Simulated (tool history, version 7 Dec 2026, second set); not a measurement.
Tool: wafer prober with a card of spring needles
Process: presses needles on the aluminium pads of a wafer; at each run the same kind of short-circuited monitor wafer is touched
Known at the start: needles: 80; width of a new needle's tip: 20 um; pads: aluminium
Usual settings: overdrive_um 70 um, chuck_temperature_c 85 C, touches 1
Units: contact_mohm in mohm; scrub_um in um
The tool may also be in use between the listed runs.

run	hour	overdrive_um	chuck_temperature_c	touches	contact_mohm	scrub_um
1	0.0	70	85	1	165	14.24
# hour 28.1: tips cleaned on abrasive film
2	38.9	70	85	1	163	14.36
# hour 62.2: tips cleaned on abrasive film
3	89.0	70	85	1	164	14.26
# hour 100.2: tips cleaned on abrasive film
# hour 134.8: tips cleaned on abrasive film
4	134.8	70	85	2	162	14.30
5	164.9	70	85	2	160	14.23
# hour 168.7: tips cleaned on abrasive film
6	190.4	70	85	1	163	14.31
# hour 203.2: tips cleaned on abrasive film
7	222.9	56	85	1	163	11.37
# hour 237.7: tips cleaned on abrasive film
# hour 254.3: height of the first contact set anew
8	261.3	70	85	1	165	14.22
# hour 275.8: tips cleaned on abrasive film
# hour 309.8: tips cleaned on abrasive film
9	317.2	70	85	1	163	14.22
# hour 344.1: tips cleaned on abrasive film
10	355.2	70	85	1	164	14.22
# hour 379.3: tips cleaned on abrasive film
11	388.2	70	85	1	163	14.10
# hour 417.3: tips cleaned on abrasive film
12	422.7	70	85	1	163	14.18
# hour 450.9: tips cleaned on abrasive film
13	453.4	70	56	1	154	14.13
# hour 484.7: tips cleaned on abrasive film
14	504.4	77	56	1	153	15.38
# hour 518.6: tips cleaned on abrasive film
15	528.6	77	56	1	158	15.38
# hour 553.6: tips cleaned on abrasive film
16	583.9	83	85	1	162	16.67
# hour 590.6: tips cleaned on abrasive film
17	616.3	65	36	1	157	13.03
# hour 624.7: tips cleaned on abrasive film
# hour 643.7: gauge calibrated
# hour 658.9: tips cleaned on abrasive film
18	666.7	68	46	2	154	14.00
# hour 694.9: tips cleaned on abrasive film
19	707.9	70	96	1	166	14.31
# hour 731.8: tips cleaned on abrasive film
20	744.0	70	96	1	162	14.28
# hour 765.4: tips cleaned on abrasive film
21	794.7	56	96	1	169	11.38
# hour 802.0: tips cleaned on abrasive film
# hour 837.0: tips cleaned on abrasive film
22	850.0	76	85	1	164	15.45
# hour 871.2: tips cleaned on abrasive film
23	888.0	57	45	1	159	11.55
# hour 908.5: tips cleaned on abrasive film
24	916.7	70	85	2	160	14.18
# hour 943.2: tips cleaned on abrasive film
25	949.6	70	85	2	160	14.15
# hour 980.2: tips cleaned on abrasive film
26	988.8	70	85	2	164	14.10
# hour 1017.4: tips cleaned on abrasive film
# hour 1030.9: height of the first contact set anew
27	1037.1	70	85	2	163	14.13

Forecast each of these 4 alternatives for the next run:
# hour 1051.4: tips cleaned on abrasive film
A	1067.1	80	55	2	?	?
# hour 1051.4: tips cleaned on abrasive film
B	1067.1	70	85	1	?	?
# hour 1051.4: tips cleaned on abrasive film
C	1067.1	86	31	2	?	?
# hour 1051.4: tips cleaned on abrasive film
D	1067.1	67	85	2	?	?

run	contact_mohm	scrub_um
A	156	16.06
B	163	14.06
C	149	17.26
D	163	13.52
Without the tool's hidden state the same runs would have given:
run	contact_mohm	scrub_um
A	156	16.33
B	163	14.30
C	149	17.55
D	163	13.74

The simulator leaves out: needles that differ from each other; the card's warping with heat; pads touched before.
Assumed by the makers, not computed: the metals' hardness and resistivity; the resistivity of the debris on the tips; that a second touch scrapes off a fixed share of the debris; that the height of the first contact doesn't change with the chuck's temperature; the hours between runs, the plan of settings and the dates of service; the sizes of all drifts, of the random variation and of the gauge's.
